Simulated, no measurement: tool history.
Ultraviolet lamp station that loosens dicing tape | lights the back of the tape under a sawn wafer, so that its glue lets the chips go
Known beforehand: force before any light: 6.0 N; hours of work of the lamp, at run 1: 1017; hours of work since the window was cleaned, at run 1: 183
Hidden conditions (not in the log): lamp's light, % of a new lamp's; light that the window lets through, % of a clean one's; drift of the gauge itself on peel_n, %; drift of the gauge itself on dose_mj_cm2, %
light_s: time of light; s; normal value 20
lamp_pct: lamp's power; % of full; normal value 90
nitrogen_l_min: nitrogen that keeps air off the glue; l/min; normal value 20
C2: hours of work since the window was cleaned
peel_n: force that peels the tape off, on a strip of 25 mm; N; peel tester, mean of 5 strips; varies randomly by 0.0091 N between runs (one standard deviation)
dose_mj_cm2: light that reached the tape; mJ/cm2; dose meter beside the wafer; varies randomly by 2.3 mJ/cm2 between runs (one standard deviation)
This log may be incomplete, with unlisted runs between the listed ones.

Run 1, hour 0.0: usual settings; hours of work of the lamp 1017; C2 183. Result: peel_n 0.902 N, dose_mj_cm2 152 mJ/cm2.
Run 2, hour 34.9: usual settings; hours of work of the lamp 1041; C2 207. Result: peel_n 0.954 N, dose_mj_cm2 144 mJ/cm2.
Run 3, hour 59.0: usual settings; hours of work of the lamp 1057; C2 223. Result: peel_n 0.992 N, dose_mj_cm2 140 mJ/cm2.
At hour 87.0: window cleaned of glue's vapour.
Run 4, hour 103.7: usual settings; hours of work of the lamp 1086; C2 11. Result: peel_n 1.247 N, dose_mj_cm2 127 mJ/cm2.
Run 5, hour 152.4: usual settings but lamp_pct 75 % of full; hours of work of the lamp 1119; C2 44. Result: peel_n 1.615 N, dose_mj_cm2 102 mJ/cm2.
Run 6, hour 187.3: usual settings but light_s 22 s; hours of work of the lamp 1143; C2 67. Result: peel_n 1.210 N, dose_mj_cm2 128 mJ/cm2.
Run 7, hour 216.4: usual settings but light_s 22 s; hours of work of the lamp 1162; C2 87. Result: peel_n 1.259 N, dose_mj_cm2 123 mJ/cm2.
At hour 233.1: window cleaned of glue's vapour, once more.
Run 8, hour 264.0: usual settings but light_s 22 s; hours of work of the lamp 1194; C2 21. Result: peel_n 0.761 N, dose_mj_cm2 167 mJ/cm2.
Run 9, hour 306.8: usual settings but light_s 22 s; hours of work of the lamp 1222; C2 49. Result: peel_n 0.763 N, dose_mj_cm2 165 mJ/cm2.
Run 10, hour 354.8: usual settings but light_s 37 s, nitrogen_l_min 16 l/min; hours of work of the lamp 1255; C2 82. Result: peel_n 0.334 N, dose_mj_cm2 263 mJ/cm2.
At hour 379.4: lamp changed.
Run 11, hour 399.8: usual settings but light_s 21 s, nitrogen_l_min 16 l/min; hours of work of the lamp 14; C2 111. Result: peel_n 0.516 N, dose_mj_cm2 224 mJ/cm2.
Run 12, hour 438.6: usual settings but lamp_pct 99 % of full; hours of work of the lamp 40; C2 137. Result: peel_n 0.407 N, dose_mj_cm2 224 mJ/cm2.
Run 13, hour 470.6: usual settings but light_s 22 s, lamp_pct 99 % of full; hours of work of the lamp 61; C2 159. Result: peel_n 0.329 N, dose_mj_cm2 242 mJ/cm2.

Each row is a separate what-if for the run after 13, all from the same tool condition, not one after another. Results?
Run A, hour 496.5: usual settings but light_s 22 s, lamp_pct 96 % of full, nitrogen_l_min 13 l/min; hours of work of the lamp 79; C2 176. Result: peel_n ?, dose_mj_cm2 ?.
Run B, hour 496.5: usual settings but light_s 12 s, nitrogen_l_min 30 l/min; hours of work of the lamp 79; C2 176. Result: peel_n ?, dose_mj_cm2 ?.
Run C, hour 496.5: usual settings but light_s 17 s, lamp_pct 99 % of full; hours of work of the lamp 79; C2 176. Result: peel_n ?, dose_mj_cm2 ?.
Run D, hour 496.5: usual settings but light_s 21 s, lamp_pct 78 % of full, nitrogen_l_min 16 l/min; hours of work of the lamp 79; C2 176. Result: peel_n ?, dose_mj_cm2 ?.
Run E, hour 496.5: usual settings but light_s 14 s, lamp_pct 69 % of full, nitrogen_l_min 19 l/min; hours of work of the lamp 79; C2 176. Result: peel_n ?, dose_mj_cm2 ?.

run  peel_n  dose_mj_cm2
  A   0.524          235
  B   1.089          117
  C   0.613          185
  D   0.734          180
  E   1.501          108
What these runs would have given with no unlogged condition in the tool:
run  peel_n  dose_mj_cm2
  A   0.383          271
  B   0.846          136
  C   0.453          214
  D   0.549          208
  E   1.227          125
